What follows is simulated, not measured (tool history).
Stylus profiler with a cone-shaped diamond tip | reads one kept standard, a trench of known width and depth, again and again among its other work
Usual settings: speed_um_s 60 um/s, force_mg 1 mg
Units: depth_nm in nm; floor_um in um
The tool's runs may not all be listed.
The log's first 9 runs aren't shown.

| run | hour | speed_um_s | force_mg | scans with this tip | hours of work since the height scale was calibrated | depth_nm | floor_um |
|---|---|---|---|---|---|---|---|
| 10 | 201.9 | 60 | 1 | 5763 | 587 | 1002.93 | 95.88 |
| 11 | 224.2 | 60 | 1 | 5854 | 596 | 1003.14 | 95.97 |
| 12 | 249.8 | 60 | 1 | 5958 | 607 | 1002.71 | 95.93 |
| 13 | 271.1 | 60 | 1 | 6044 | 616 | 1003.03 | 95.93 |
| 14 | 294.7 | 60 | 2.49 | 6140 | 625 | 1006.38 | 95.96 |
| 15 | 324.3 | 60 | 2.49 | 6260 | 638 | 1006.54 | 95.98 |
| 16 | 339.1 | 60 | 1 | 6320 | 644 | 1002.6 | 95.93 |
| 17 | 355.8 | 60 | 1 | 6388 | 651 | 1002.47 | 95.9 |
| 18 | 370.7 | 60 | 1 | 6448 | 657 | 1002.64 | 95.84 |
| 19 | 387.2 | 16 | 1 | 6516 | 664 | 1002.87 | 96.03 |
| 20 | 409.4 | 60 | 1.34 | 6606 | 673 | 1003.4 | 95.94 |
| 21 | 423.8 | 60 | 1.34 | 6664 | 679 | 1003.29 | 95.88 |
| 22 | 438.3 | 61 | 1 | 6723 | 685 | 1002.51 | 95.92 |
| 23 | 458.4 | 61 | 1 | 6805 | 693 | 1002.4 | 95.87 |
| 24 | 477.5 | 129 | 0.85 | 6882 | 701 | 1002.46 | 95.68 |
| 25 | 500.8 | 80 | 1 | 6977 | 711 | 1002.08 | 95.84 |
| 26 | 525.8 | 50 | 2.26 | 7078 | 721 | 1005.47 | 95.91 |
|  | 527.7 | height scale calibrated on a step standard |
| 27 | 555.1 | 211 | 1.12 | 7195 | 11 | 1002.14 | 95.46 |

Forecast run 28:
| 28 | 570 | 27 | 1.12 | 7256 | 18 | ? | ? |

Run 28 gave depth_nm 1002.4 nm, floor_um 95.98 um.
Without the tool's hidden state the same run would have given depth_nm 1004.62 nm, floor_um 96.52 um.

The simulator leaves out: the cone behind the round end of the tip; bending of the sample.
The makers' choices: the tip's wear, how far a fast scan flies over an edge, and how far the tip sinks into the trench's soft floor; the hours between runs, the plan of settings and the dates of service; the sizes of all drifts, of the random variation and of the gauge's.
